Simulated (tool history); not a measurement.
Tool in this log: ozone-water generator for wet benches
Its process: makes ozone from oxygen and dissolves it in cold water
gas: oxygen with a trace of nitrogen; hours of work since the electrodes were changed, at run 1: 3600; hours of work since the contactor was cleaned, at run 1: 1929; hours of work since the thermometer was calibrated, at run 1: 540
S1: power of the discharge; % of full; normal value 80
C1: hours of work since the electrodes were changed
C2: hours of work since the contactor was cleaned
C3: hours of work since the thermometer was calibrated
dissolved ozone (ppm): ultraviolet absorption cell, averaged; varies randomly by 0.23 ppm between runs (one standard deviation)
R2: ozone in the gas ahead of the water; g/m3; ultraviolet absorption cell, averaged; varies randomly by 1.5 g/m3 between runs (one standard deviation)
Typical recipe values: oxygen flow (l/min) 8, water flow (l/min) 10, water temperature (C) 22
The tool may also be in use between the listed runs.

run 1 hour=0 | S1=80 oxygen_flow_(l/min)=8 water_flow_(l/min)=10 water_temperature_(C)=22 | C1=3600 C2=1929 C3=540 | dissolved_ozone_(ppm)=31.7 R2=258.9
run 2 hour=100.3 | S1=80 oxygen_flow_(l/min)=8 water_flow_(l/min)=10 water_temperature_(C)=22 | C1=3690 C2=2019 C3=631 | dissolved_ozone_(ppm)=31.5 R2=257.5
run 3 hour=195.9 | S1=80 oxygen_flow_(l/min)=8 water_flow_(l/min)=10 water_temperature_(C)=22 | C1=3776 C2=2105 C3=717 | dissolved_ozone_(ppm)=31.7 R2=258
run 4 hour=287.4 | S1=80 oxygen_flow_(l/min)=8 water_flow_(l/min)=10 water_temperature_(C)=22 | C1=3858 C2=2188 C3=799 | dissolved_ozone_(ppm)=31.5 R2=256.4
run 5 hour=344 | S1=80 oxygen_flow_(l/min)=8 water_flow_(l/min)=10 water_temperature_(C)=22 | C1=3909 C2=2238 C3=850 | dissolved_ozone_(ppm)=31.4 R2=255.5
run 6 hour=398.6 | S1=80 oxygen_flow_(l/min)=8 water_flow_(l/min)=10 water_temperature_(C)=22 | C1=3958 C2=2287 C3=899 | dissolved_ozone_(ppm)=31 R2=260.5
run 7 hour=448.9 | S1=80 oxygen_flow_(l/min)=8 water_flow_(l/min)=10 water_temperature_(C)=22 | C1=4003 C2=2333 C3=944 | dissolved_ozone_(ppm)=31.4 R2=256.9
run 8 hour=499.1 | S1=80 oxygen_flow_(l/min)=8 water_flow_(l/min)=7 water_temperature_(C)=22 | C1=4048 C2=2378 C3=989 | dissolved_ozone_(ppm)=37.8 R2=257.6
run 9 hour=545.2 | S1=80 oxygen_flow_(l/min)=8 water_flow_(l/min)=7 water_temperature_(C)=22 | C1=4090 C2=2419 C3=1031 | dissolved_ozone_(ppm)=38.1 R2=257.3
run 10 hour=612.4 | S1=80 oxygen_flow_(l/min)=8 water_flow_(l/min)=7 water_temperature_(C)=22 | C1=4150 C2=2480 C3=1091 | dissolved_ozone_(ppm)=38.2 R2=256.9
run 11 hour=674.6 | S1=80 oxygen_flow_(l/min)=8 water_flow_(l/min)=7 water_temperature_(C)=22 | C1=4206 C2=2536 C3=1147 | dissolved_ozone_(ppm)=38 R2=257.5
run 12 hour=734.3 | S1=80 oxygen_flow_(l/min)=8 water_flow_(l/min)=7 water_temperature_(C)=22 | C1=4260 C2=2589 C3=1201 | dissolved_ozone_(ppm)=37.5 R2=257.6
run 13 hour=830.4 | S1=80 oxygen_flow_(l/min)=8 water_flow_(l/min)=7 water_temperature_(C)=22 | C1=4346 C2=2676 C3=1287 | dissolved_ozone_(ppm)=37.7 R2=255.6
run 14 hour=879.1 | S1=80 oxygen_flow_(l/min)=5.66 water_flow_(l/min)=7 water_temperature_(C)=22 | C1=4390 C2=2720 C3=1331 | dissolved_ozone_(ppm)=39.3 R2=289.8
run 15 hour=934.6 | S1=80 oxygen_flow_(l/min)=8 water_flow_(l/min)=10 water_temperature_(C)=22 | C1=4440 C2=2769 C3=1381 | dissolved_ozone_(ppm)=30.9 R2=253.3
run 16 hour=991.9 | S1=80 oxygen_flow_(l/min)=8 water_flow_(l/min)=10 water_temperature_(C)=22 | C1=4492 C2=2821 C3=1432 | dissolved_ozone_(ppm)=30.8 R2=255.3
run 17 hour=1097.5 | S1=89 oxygen_flow_(l/min)=8 water_flow_(l/min)=16 water_temperature_(C)=22 | C1=4587 C2=2916 C3=1527 | dissolved_ozone_(ppm)=24.4 R2=275.3
run 18 hour=1151.9 | S1=55 oxygen_flow_(l/min)=8 water_flow_(l/min)=9 water_temperature_(C)=22 | C1=4635 C2=2965 C3=1576 | dissolved_ozone_(ppm)=24.3 R2=191.8
run 19 hour=1199.6 | S1=55 oxygen_flow_(l/min)=8 water_flow_(l/min)=9 water_temperature_(C)=22 | C1=4678 C2=3008 C3=1619 | dissolved_ozone_(ppm)=24.3 R2=191.4
run 20 hour=1273.7 | S1=81 oxygen_flow_(l/min)=8.92 water_flow_(l/min)=10 water_temperature_(C)=22 | C1=4745 C2=3074 C3=1686 | dissolved_ozone_(ppm)=30.6 R2=246.8
run 21 hour=1323.6 | S1=51 oxygen_flow_(l/min)=12.58 water_flow_(l/min)=7 water_temperature_(C)=28 | C1=4790 C2=3119 C3=1731 | dissolved_ozone_(ppm)=20.3 R2=152.4
run 22 hour=1409.3 | S1=51 oxygen_flow_(l/min)=12.58 water_flow_(l/min)=7 water_temperature_(C)=28 | C1=4867 C2=3196 C3=1808 | dissolved_ozone_(ppm)=20 R2=153.7
run 23 hour=1512 | S1=52 oxygen_flow_(l/min)=5.95 water_flow_(l/min)=10 water_temperature_(C)=24 | C1=4959 C2=3289 C3=1900 | dissolved_ozone_(ppm)=21.4 R2=202.8
run 24 hour=1586.8 | S1=58 oxygen_flow_(l/min)=5.95 water_flow_(l/min)=10 water_temperature_(C)=17 | C1=5027 C2=3356 C3=1967 | dissolved_ozone_(ppm)=26.9 R2=220.1
run 25 hour=1692.6 | S1=58 oxygen_flow_(l/min)=5.95 water_flow_(l/min)=10 water_temperature_(C)=17 | C1=5122 C2=3451 C3=2062 | dissolved_ozone_(ppm)=27 R2=219.5
run 26 hour=1798.8 | S1=80 oxygen_flow_(l/min)=4.43 water_flow_(l/min)=10 water_temperature_(C)=22 | C1=5217 C2=3547 C3=2158 | dissolved_ozone_(ppm)=31.1 R2=309
run 27 hour=1883.1 | S1=80 oxygen_flow_(l/min)=12.56 water_flow_(l/min)=10 water_temperature_(C)=22 | C1=5293 C2=3622 C3=2234 | dissolved_ozone_(ppm)=28.1 R2=213.6
run 28 hour=1955.4 | S1=40 oxygen_flow_(l/min)=7.27 water_flow_(l/min)=8 water_temperature_(C)=14 | C1=5358 C2=3687 C3=2299 | dissolved_ozone_(ppm)=24.4 R2=153.8
run 29 hour=2047.9 | S1=40 oxygen_flow_(l/min)=6.33 water_flow_(l/min)=8 water_temperature_(C)=14 | C1=5441 C2=3771 C3=2382 | dissolved_ozone_(ppm)=25 R2=159.6
run 30 hour=2122.5 | S1=72 oxygen_flow_(l/min)=4.91 water_flow_(l/min)=12 water_temperature_(C)=26 | C1=5508 C2=3838 C3=2449 | dissolved_ozone_(ppm)=22.7 R2=275
run 31 hour=2188.5 | S1=72 oxygen_flow_(l/min)=4.91 water_flow_(l/min)=12 water_temperature_(C)=26 | C1=5568 C2=3897 C3=2508 | dissolved_ozone_(ppm)=22.7 R2=273.3
-- hour=2256.4 water thermometer calibrated
run 32 hour=2276.4 | S1=80 oxygen_flow_(l/min)=8 water_flow_(l/min)=9 water_temperature_(C)=22 | C1=5646 C2=3976 C3=18 | dissolved_ozone_(ppm)=32.1 R2=250

Below, some changes in dissolved ozone (ppm) between adjacent runs. For each, the amount present without the hidden state too (settings, incoming material, random variation) and the amount remaining for the hidden state with gauge scatter not shared by both compared results:
Unlogged tool condition in this case: yield of the discharge, % of new electrodes'; contactor's efficiency, % of a clean one's; true water temperature over the reading, C; drift of the gauge itself on ozone_ppm, %; drift of the gauge itself on gas_g_m3, %.
Run 14 -> 15: oxygen flow (l/min) 5.66 -> 8, water flow (l/min) 7 -> 10. dissolved ozone (ppm) -8.4: hidden state +0.8, all else -9.2.
Run 19 -> 20: S1 55 -> 81, oxygen flow (l/min) 8 -> 8.92, water flow (l/min) 9 -> 10. dissolved ozone (ppm) +6.3: hidden state -1.5, all else +7.8.
Run 20 -> 21: S1 81 -> 51, oxygen flow (l/min) 8.92 -> 12.58, water flow (l/min) 10 -> 7, water temperature (C) 22 -> 28. dissolved ozone (ppm) -10.3: hidden state +2, all else -12.3.
Run 27 -> 28: S1 80 -> 40, oxygen flow (l/min) 12.56 -> 7.27, water flow (l/min) 10 -> 8, water temperature (C) 22 -> 14. dissolved ozone (ppm) -3.7: hidden state +1.9, all else -5.6.
Run 31 -> 32: S1 72 -> 80, oxygen flow (l/min) 4.91 -> 8, water flow (l/min) 12 -> 9, water temperature (C) 26 -> 22, water thermometer calibrated. dissolved ozone (ppm) +9.4: hidden state -1.4, all else +10.8.

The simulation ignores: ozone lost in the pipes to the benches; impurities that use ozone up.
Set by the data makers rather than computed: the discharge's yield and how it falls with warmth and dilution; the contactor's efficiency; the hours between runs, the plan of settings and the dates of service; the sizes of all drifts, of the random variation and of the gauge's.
